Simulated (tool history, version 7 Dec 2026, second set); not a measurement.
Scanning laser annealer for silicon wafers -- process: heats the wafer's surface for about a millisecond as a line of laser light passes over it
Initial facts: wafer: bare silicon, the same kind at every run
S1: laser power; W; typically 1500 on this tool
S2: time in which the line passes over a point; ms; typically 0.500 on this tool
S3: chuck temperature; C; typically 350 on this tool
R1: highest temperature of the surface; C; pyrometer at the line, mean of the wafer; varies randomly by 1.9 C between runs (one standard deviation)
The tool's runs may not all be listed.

run	hour	S1	S2	S3	R1
1	0.0	1500	0.500	350	1152
2	7.9	1500	0.500	350	1152
3	14.0	1500	0.500	350	1151
4	20.5	1500	0.500	350	1151
# hour 26.4: optics aligned, line set to its width
5	31.4	1500	0.500	350	1145
6	37.8	1441	0.503	350	1110
7	47.6	1480	0.552	345	1172
8	53.0	1593	0.578	340	1270
9	57.0	1276	0.618	381	1122
# hour 65.6: optics aligned, line set to its width, once more
10	67.1	1414	0.498	381	1138

Each row is a separate what-if for the run after 10, all from the same tool condition, not one after another. Results?
A	73.5	1487	0.414	311	?
B	73.5	1500	0.430	313	?
C	73.5	1414	0.498	370	?

run	R1
A	1029
B	1059
C	1127
With the hidden condition removed and each run's random variation left untouched, the same runs would have given:
run	R1
A	1036
B	1066
C	1135

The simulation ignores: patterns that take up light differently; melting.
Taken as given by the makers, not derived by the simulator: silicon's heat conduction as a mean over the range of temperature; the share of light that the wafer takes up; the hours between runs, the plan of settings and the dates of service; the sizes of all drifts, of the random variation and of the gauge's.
